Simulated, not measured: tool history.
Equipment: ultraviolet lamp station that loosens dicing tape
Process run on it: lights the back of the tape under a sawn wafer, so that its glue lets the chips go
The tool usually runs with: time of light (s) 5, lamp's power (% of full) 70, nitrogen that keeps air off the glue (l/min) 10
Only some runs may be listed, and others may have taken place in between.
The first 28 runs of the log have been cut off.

run   hour  time of light (s)  lamp's power (% of full)  nitrogen that keeps air off the glue (l/min)  hours of work of the lamp  hours of work since the window was cleaned  force that peels the tape off (N)  light that reached the tape (mJ/cm²)
 29  275.0                  4                        70                                            10                        130                                         375                              0.684                                   387
 30  287.9                  4                        70                                            10                        136                                         381                              0.704                                   377
 31  299.7                  5                        70                                            10                        141                                         386                              0.445                                   478
 32  307.3                  5                        70                                            10                        144                                         389                              0.446                                   479
 33  315.4                  8                        70                                            15                        147                                         393                              0.219                                   769
 34  324.5                  3                        81                                             4                        151                                         396                              1.510                                   334
 35  334.6                  9                        66                                             6                        156                                         401                              0.259                                   821
 36  342.7                  9                        66                                             6                        159                                         404                              0.267                                   820
 37  354.2                  9                        66                                             6                        164                                         409                              0.259                                   811

Consider 5 possible next runs. They are alternatives, not a sequence: every one starts from the tool as it was left by run 37. What does each give?
  A  361.7                  4                        72                                             4                        167                                         412                                  ?                                     ?
  B  361.7                  8                        66                                            12                        167                                         412                                  ?                                     ?
  C  361.7                  3                        73                                            18                        167                                         412                                  ?                                     ?
  D  361.7                  4                        70                                            12                        167                                         412                                  ?                                     ?
  E  361.7                  8                        84                                             8                        167                                         412                                  ?                                     ?

run  force that peels the tape off (N)  light that reached the tape (mJ/cm²)
  A                              1.190                                   390
  B                              0.235                                   724
  C                              0.786                                   296
  D                              0.605                                   378
  E                              0.218                                   927
Stripped of hidden state, with their random variation kept, the same runs would have yielded:
run  force that peels the tape off (N)  light that reached the tape (mJ/cm²)
  A                              1.186                                   390
  B                              0.235                                   725
  C                              0.784                                   296
  D                              0.603                                   379
  E                              0.218                                   928
